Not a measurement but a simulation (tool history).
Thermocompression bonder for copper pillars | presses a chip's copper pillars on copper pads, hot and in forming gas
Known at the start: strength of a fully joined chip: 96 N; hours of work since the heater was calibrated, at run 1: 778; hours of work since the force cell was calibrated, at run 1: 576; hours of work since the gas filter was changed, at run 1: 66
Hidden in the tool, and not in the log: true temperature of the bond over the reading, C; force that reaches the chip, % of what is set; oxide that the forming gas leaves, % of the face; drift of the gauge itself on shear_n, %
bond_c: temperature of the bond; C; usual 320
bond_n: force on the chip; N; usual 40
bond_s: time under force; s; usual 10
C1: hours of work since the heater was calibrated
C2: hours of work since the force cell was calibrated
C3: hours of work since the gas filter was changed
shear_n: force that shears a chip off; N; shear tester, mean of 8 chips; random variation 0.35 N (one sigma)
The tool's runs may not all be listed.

Run 1, day 0: usual settings; C1 778; C2 576; C3 66. Result: shear_n 29.3 N.
Run 2, day 1.679: usual settings; C1 795; C2 594; C3 84. Result: shear_n 28.6 N.
Run 3, day 3.796: usual settings; C1 817; C2 615; C3 105. Result: shear_n 28.6 N.
Run 4, day 5.375: usual settings; C1 833; C2 631; C3 121. Result: shear_n 27.4 N.
At day 5.738: forming gas filter changed.
Run 5, day 6.608: usual settings; C1 845; C2 644; C3 9. Result: shear_n 29.7 N.
Run 6, day 7.879: usual settings; C1 858; C2 657; C3 22. Result: shear_n 29.9 N.
Run 7, day 8.975: usual settings; C1 870; C2 668; C3 33. Result: shear_n 29.8 N.
Run 8, day 10.229: usual settings; C1 883; C2 681; C3 46. Result: shear_n 29.3 N.
Run 9, day 12.196: usual settings; C1 903; C2 701; C3 66. Result: shear_n 29.1 N.
Run 10, day 13.879: usual settings; C1 920; C2 718; C3 83. Result: shear_n 28.8 N.
Run 11, day 14.958: usual settings; C1 931; C2 729; C3 94. Result: shear_n 28.3 N.
Run 12, day 15.958: usual settings; C1 941; C2 739; C3 105. Result: shear_n 28.2 N.
Run 13, day 16.812: usual settings; C1 950; C2 748; C3 113. Result: shear_n 27.8 N.
At day 17.867: forming gas filter changed.
Run 14, day 18.321: usual settings but bond_n 33 N; C1 965; C2 763; C3 5. Result: shear_n 24.4 N.
Run 15, day 19.554: usual settings but bond_n 33 N; C1 978; C2 776; C3 17. Result: shear_n 24.5 N.
Run 16, day 20.642: usual settings but bond_n 33 N; C1 989; C2 787; C3 28. Result: shear_n 24.6 N.
Run 17, day 22.167: usual settings but bond_c 299 C; C1 1004; C2 803; C3 44. Result: shear_n 22.7 N.
Run 18, day 23.921: usual settings; C1 1022; C2 821; C3 62. Result: shear_n 28.8 N.
Run 19, day 25.712: usual settings; C1 1041; C2 839; C3 80. Result: shear_n 28.2 N.
Run 20, day 27.717: usual settings; C1 1061; C2 860; C3 101. Result: shear_n 27.6 N.
Run 21, day 29.633: usual settings but bond_n 37 N, bond_s 6 s; C1 1081; C2 879; C3 120. Result: shear_n 20.4 N.
At day 30.008: forming gas filter changed.
Run 22, day 31.329: usual settings but bond_c 297 C, bond_s 8 s; C1 1098; C2 896; C3 13. Result: shear_n 20.6 N.
Run 23, day 32.662: usual settings but bond_c 297 C, bond_s 8 s; C1 1112; C2 910; C3 27. Result: shear_n 20 N.
At day 32.875: heater calibrated with a thermocouple chip.
Run 24, day 34.829: usual settings but bond_c 297 C, bond_s 8 s; C1 20; C2 931; C3 48. Result: shear_n 20.3 N.
Run 25, day 36.438: usual settings but bond_c 297 C, bond_s 8 s; C1 36; C2 948; C3 65. Result: shear_n 19.4 N.
Run 26, day 38.488: usual settings but bond_c 324 C, bond_n 51 N; C1 57; C2 969; C3 86. Result: shear_n 35.1 N.
Run 27, day 40.346: usual settings but bond_c 314 C, bond_n 31 N, bond_s 28 s; C1 76; C2 988; C3 105. Result: shear_n 30.3 N.
At day 42.254: heater calibrated with a thermocouple chip, once more.
Run 28, day 42.254: usual settings but bond_c 308 C, bond_n 39 N, bond_s 6 s; C1 0; C2 1006; C3 124. Result: shear_n 21.2 N.
At day 42.467: forming gas filter changed.
Run 29, day 44.383: usual settings but bond_c 308 C, bond_n 39 N, bond_s 6 s; C1 22; C2 1028; C3 20. Result: shear_n 22.9 N.
Run 30, day 46.104: usual settings but bond_c 321 C, bond_n 55 N, bond_s 16 s; C1 39; C2 1046; C3 37. Result: shear_n 50.2 N.
Run 31, day 47.6: usual settings but bond_n 56 N; C1 54; C2 1061; C3 53. Result: shear_n 43 N.
Run 32, day 49.421: usual settings but bond_c 328 C, bond_n 56 N, bond_s 7 s; C1 73; C2 1080; C3 71. Result: shear_n 40 N.
Run 33, day 50.471: usual settings but bond_c 324 C; C1 84; C2 1090; C3 82. Result: shear_n 32.4 N.
Run 34, day 51.671: usual settings but bond_c 323 C, bond_n 36 N, bond_s 6 s; C1 96; C2 1103; C3 94. Result: shear_n 23.9 N.
Run 35, day 52.908: usual settings but bond_n 39 N, bond_s 9 s; C1 109; C2 1115; C3 107. Result: shear_n 28.5 N.
Run 36, day 54.204: usual settings but bond_c 325 C, bond_n 29 N; C1 122; C2 1128; C3 120. Result: shear_n 24 N.
At day 54.675: forming gas filter changed.
Run 37, day 56.279: usual settings but bond_n 43 N, bond_s 23 s; C1 143; C2 1150; C3 16. Result: shear_n 46.6 N.
Run 38, day 57.754: usual settings but bond_c 297 C, bond_s 11 s; C1 158; C2 1165; C3 32. Result: shear_n 25.9 N.
Run 39, day 59.754: usual settings but bond_c 297 C, bond_s 11 s; C1 179; C2 1185; C3 52. Result: shear_n 25.6 N.

4 ways to go on from here, each from the tool as it stands after run 39. What would each give?
Run A, day 61.638: usual settings but bond_c 326 C, bond_n 44 N, bond_s 6 s; C1 198; C2 1204; C3 71. Result: shear_n ?.
Run B, day 61.638: usual settings but bond_c 293 C, bond_n 54 N, bond_s 12 s; C1 198; C2 1204; C3 71. Result: shear_n ?.
Run C, day 61.638: usual settings but bond_c 349 C, bond_n 30 N, bond_s 5 s; C1 198; C2 1204; C3 71. Result: shear_n ?.
Run D, day 61.638: usual settings but bond_c 297 C, bond_s 19 s; C1 198; C2 1204; C3 71. Result: shear_n ?.

run  shear_n
  A     29.3
  B       33
  C     23.5
  D     31.5
Without the tool's hidden state the same runs would have given:
run  shear_n
  A     32.3
  B     36.3
  C     25.9
  D     34.7
